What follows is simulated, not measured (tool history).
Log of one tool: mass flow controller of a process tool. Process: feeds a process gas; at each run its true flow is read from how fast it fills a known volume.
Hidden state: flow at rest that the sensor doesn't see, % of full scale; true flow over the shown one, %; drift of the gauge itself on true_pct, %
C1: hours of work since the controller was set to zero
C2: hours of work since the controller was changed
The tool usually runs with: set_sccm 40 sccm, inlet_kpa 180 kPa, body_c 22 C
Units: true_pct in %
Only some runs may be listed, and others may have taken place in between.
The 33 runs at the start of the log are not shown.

{"run": 34, "hour": 2141.2, "set_sccm": 11, "inlet_kpa": 180, "body_c": 31, "C1": 352, "C2": 1709, "true_pct": 97.41}
{"run": 35, "hour": 2215.8, "set_sccm": 6, "inlet_kpa": 215, "body_c": 23, "C1": 384, "C2": 1742, "true_pct": 98.02}
{"run": 36, "hour": 2278.6, "set_sccm": 25, "inlet_kpa": 237, "body_c": 26, "C1": 412, "C2": 1769, "true_pct": 98.83}
{"run": 37, "hour": 2345.5, "set_sccm": 25, "inlet_kpa": 237, "body_c": 26, "C1": 441, "C2": 1798, "true_pct": 98.72}
{"run": 38, "hour": 2416.8, "set_sccm": 25, "inlet_kpa": 246, "body_c": 26, "C1": 472, "C2": 1830, "true_pct": 98.64}
{"run": 39, "hour": 2486.0, "set_sccm": 25, "inlet_kpa": 246, "body_c": 26, "C1": 503, "C2": 1860, "true_pct": 98.79}
{"run": 40, "hour": 2526.5, "set_sccm": 25, "inlet_kpa": 246, "body_c": 26, "C1": 520, "C2": 1878, "true_pct": 98.86}
{"run": 41, "hour": 2566.2, "set_sccm": 25, "inlet_kpa": 246, "body_c": 26, "C1": 538, "C2": 1895, "true_pct": 98.76}
{"run": 42, "hour": 2623.3, "set_sccm": 30, "inlet_kpa": 278, "body_c": 20, "C1": 563, "C2": 1920, "true_pct": 99.53}
{"run": 43, "hour": 2663.9, "set_sccm": 12, "inlet_kpa": 278, "body_c": 26, "C1": 580, "C2": 1938, "true_pct": 98.34}
{"run": 44, "hour": 2708.1, "set_sccm": 12, "inlet_kpa": 278, "body_c": 26, "C1": 600, "C2": 1957, "true_pct": 98.37}
{"run": 45, "hour": 2762.6, "set_sccm": 40, "inlet_kpa": 254, "body_c": 40, "C1": 624, "C2": 1981, "true_pct": 98.05}
{"run": 46, "hour": 2849.2, "set_sccm": 26, "inlet_kpa": 180, "body_c": 22, "C1": 662, "C2": 2019, "true_pct": 98.81}
{"run": 47, "hour": 2913.8, "set_sccm": 26, "inlet_kpa": 180, "body_c": 22, "C1": 690, "C2": 2047, "true_pct": 98.86}
{"run": 48, "hour": 2980.7, "set_sccm": 25, "inlet_kpa": 180, "body_c": 37, "C1": 719, "C2": 2077, "true_pct": 97.36}

Each row is a separate what-if for the run after 48, all from the same tool condition, not one after another. Results?
{"run": "A", "hour": 3029.3, "set_sccm": 10, "inlet_kpa": 236, "body_c": 24, "C1": 740, "C2": 2098, "true_pct": "?"}
{"run": "B", "hour": 3029.3, "set_sccm": 25, "inlet_kpa": 180, "body_c": 39, "C1": 740, "C2": 2098, "true_pct": "?"}
{"run": "C", "hour": 3029.3, "set_sccm": 25, "inlet_kpa": 164, "body_c": 24, "C1": 740, "C2": 2098, "true_pct": "?"}
{"run": "D", "hour": 3029.3, "set_sccm": 40, "inlet_kpa": 180, "body_c": 25, "C1": 740, "C2": 2098, "true_pct": "?"}

run=A true_pct=98.11
run=B true_pct=97.18
run=C true_pct=98.7
run=D true_pct=99.07
Without the tool's unlogged condition, the same runs would have read:
run=A true_pct=99.05
run=B true_pct=97.83
run=C true_pct=99.35
run=D true_pct=99.65
